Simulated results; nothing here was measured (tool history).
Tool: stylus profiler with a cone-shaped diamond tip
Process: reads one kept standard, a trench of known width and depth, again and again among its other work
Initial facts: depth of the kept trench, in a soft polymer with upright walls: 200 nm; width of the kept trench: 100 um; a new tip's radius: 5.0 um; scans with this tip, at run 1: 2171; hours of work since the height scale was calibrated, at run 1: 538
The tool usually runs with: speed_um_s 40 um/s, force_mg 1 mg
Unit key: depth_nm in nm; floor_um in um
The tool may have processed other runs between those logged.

run	hour	speed_um_s	force_mg	scans with this tip	hours of work since the height scale was calibrated	depth_nm	floor_um
1	0	40	1	2171	538	200.28	96.69
2	29.8	40	1	2240	555	200.04	96.65
3	57.3	40	2.54	2304	571	200.65	96.79
4	85.4	40	2.54	2369	587	200.87	96.75
# hour 89.5: height scale calibrated on a step standard
5	128.3	68	2.54	2468	22	200.48	96.63
6	155.3	15	0.47	2530	38	199.72	96.84
7	192.7	34	1.17	2617	59	199.99	96.79
8	226	40	2.32	2694	78	200.61	96.78
# hour 244.8: height scale calibrated on a step standard, once more
9	274.1	40	2.32	2805	17	201.15	96.74
10	307.5	130	1.89	2882	36	200.86	96.27

Below are 5 alternative next runs, each starting from the tool's condition after run 10. Predict each:
A	365.8	33	0.92	3018	70	?	?
B	365.8	10	0.78	3018	70	?	?
C	365.8	130	0.56	3018	70	?	?
D	365.8	47	1.65	3018	70	?	?
E	365.8	130	1.23	3018	70	?	?

run	depth_nm	floor_um
A	200.52	96.68
B	200.41	96.87
C	200.37	95.72
D	200.81	96.67
E	200.85	96.09
Take away the tool's hidden state, keep each run's random variation, and the runs would have read:
run	depth_nm	floor_um
A	200.6	96.94
B	200.49	97.13
C	200.45	95.97
D	200.89	96.93
E	200.92	96.35

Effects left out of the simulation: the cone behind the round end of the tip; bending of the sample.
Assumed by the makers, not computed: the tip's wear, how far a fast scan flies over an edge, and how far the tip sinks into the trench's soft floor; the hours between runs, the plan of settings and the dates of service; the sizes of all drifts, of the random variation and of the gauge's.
